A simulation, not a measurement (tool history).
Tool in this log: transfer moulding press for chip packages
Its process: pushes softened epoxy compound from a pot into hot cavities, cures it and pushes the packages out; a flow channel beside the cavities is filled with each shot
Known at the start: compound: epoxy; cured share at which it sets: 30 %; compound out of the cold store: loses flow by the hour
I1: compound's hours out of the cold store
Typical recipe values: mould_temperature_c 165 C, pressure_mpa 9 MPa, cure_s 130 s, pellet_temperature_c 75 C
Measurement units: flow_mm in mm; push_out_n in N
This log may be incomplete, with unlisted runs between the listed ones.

run 1 hour=0 | mould_temperature_c=165 pressure_mpa=9 cure_s=130 pellet_temperature_c=75 | I1=38.7 | flow_mm=772 push_out_n=648
run 2 hour=15.7 | mould_temperature_c=165 pressure_mpa=9 cure_s=130 pellet_temperature_c=75 | I1=22.8 | flow_mm=835 push_out_n=711
run 3 hour=38.2 | mould_temperature_c=165 pressure_mpa=9 cure_s=130 pellet_temperature_c=75 | I1=11.3 | flow_mm=852 push_out_n=754
-- hour=42.5 cavities cleaned with cleaning compound and waxed
run 4 hour=52.1 | mould_temperature_c=165 pressure_mpa=9 cure_s=130 pellet_temperature_c=75 | I1=45.9 | flow_mm=734 push_out_n=516
run 5 hour=65 | mould_temperature_c=165 pressure_mpa=9 cure_s=130 pellet_temperature_c=75 | I1=9.6 | flow_mm=861 push_out_n=592
run 6 hour=88.1 | mould_temperature_c=165 pressure_mpa=9 cure_s=160 pellet_temperature_c=75 | I1=32 | flow_mm=779 push_out_n=578
run 7 hour=107.9 | mould_temperature_c=165 pressure_mpa=9 cure_s=160 pellet_temperature_c=75 | I1=14.4 | flow_mm=831 push_out_n=625
-- hour=119 plunger's sealing rings changed
run 8 hour=123.6 | mould_temperature_c=165 pressure_mpa=9 cure_s=160 pellet_temperature_c=75 | I1=41.5 | flow_mm=834 push_out_n=664
run 9 hour=134.3 | mould_temperature_c=165 pressure_mpa=9 cure_s=160 pellet_temperature_c=75 | I1=14.5 | flow_mm=934 push_out_n=655
-- hour=138.7 cavities cleaned with cleaning compound and waxed
run 10 hour=156.5 | mould_temperature_c=165 pressure_mpa=9 cure_s=163 pellet_temperature_c=75 | I1=21.4 | flow_mm=901 push_out_n=514
run 11 hour=166.5 | mould_temperature_c=165 pressure_mpa=9 cure_s=163 pellet_temperature_c=75 | I1=20.4 | flow_mm=904 push_out_n=564
-- hour=169.9 mould's thermocouples calibrated
run 12 hour=189.5 | mould_temperature_c=165 pressure_mpa=9 cure_s=163 pellet_temperature_c=75 | I1=22.9 | flow_mm=879 push_out_n=599
run 13 hour=208.8 | mould_temperature_c=165 pressure_mpa=9 cure_s=163 pellet_temperature_c=75 | I1=15.8 | flow_mm=915 push_out_n=621
run 14 hour=223.2 | mould_temperature_c=165 pressure_mpa=9 cure_s=163 pellet_temperature_c=75 | I1=19.7 | flow_mm=895 push_out_n=678
-- hour=234.6 cavities cleaned with cleaning compound and waxed
run 15 hour=237.5 | mould_temperature_c=170 pressure_mpa=9 cure_s=130 pellet_temperature_c=75 | I1=24.8 | flow_mm=858 push_out_n=462
run 16 hour=253.6 | mould_temperature_c=165 pressure_mpa=9 cure_s=130 pellet_temperature_c=75 | I1=16.3 | flow_mm=900 push_out_n=563
run 17 hour=266.1 | mould_temperature_c=165 pressure_mpa=10.52 cure_s=126 pellet_temperature_c=75 | I1=41.8 | flow_mm=870 push_out_n=615
run 18 hour=282.1 | mould_temperature_c=165 pressure_mpa=9.85 cure_s=151 pellet_temperature_c=75 | I1=14.9 | flow_mm=939 push_out_n=616
run 19 hour=299.9 | mould_temperature_c=165 pressure_mpa=9.85 cure_s=151 pellet_temperature_c=75 | I1=42.7 | flow_mm=841 push_out_n=631
-- hour=312.5 mould's thermocouples calibrated, once more
run 20 hour=312.5 | mould_temperature_c=165 pressure_mpa=7.05 cure_s=114 pellet_temperature_c=75 | I1=31.1 | flow_mm=749 push_out_n=837
run 21 hour=325 | mould_temperature_c=168 pressure_mpa=7.45 cure_s=130 pellet_temperature_c=82 | I1=27 | flow_mm=770 push_out_n=684
-- hour=330.1 cavities cleaned with cleaning compound and waxed
run 22 hour=348.5 | mould_temperature_c=168 pressure_mpa=7.45 cure_s=151 pellet_temperature_c=65 | I1=36.3 | flow_mm=739 push_out_n=504

Estimate the outcome of run 23 from the log above:
run 23 hour=369.2 | mould_temperature_c=172 pressure_mpa=9.29 cure_s=140 pellet_temperature_c=71 | I1=47 | flow_mm=? push_out_n=?

Run 23 yielded flow_mm 772 mm, push_out_n 548 N.
Without the tool's hidden state the same run would have given flow_mm 814 mm, push_out_n 417 N.
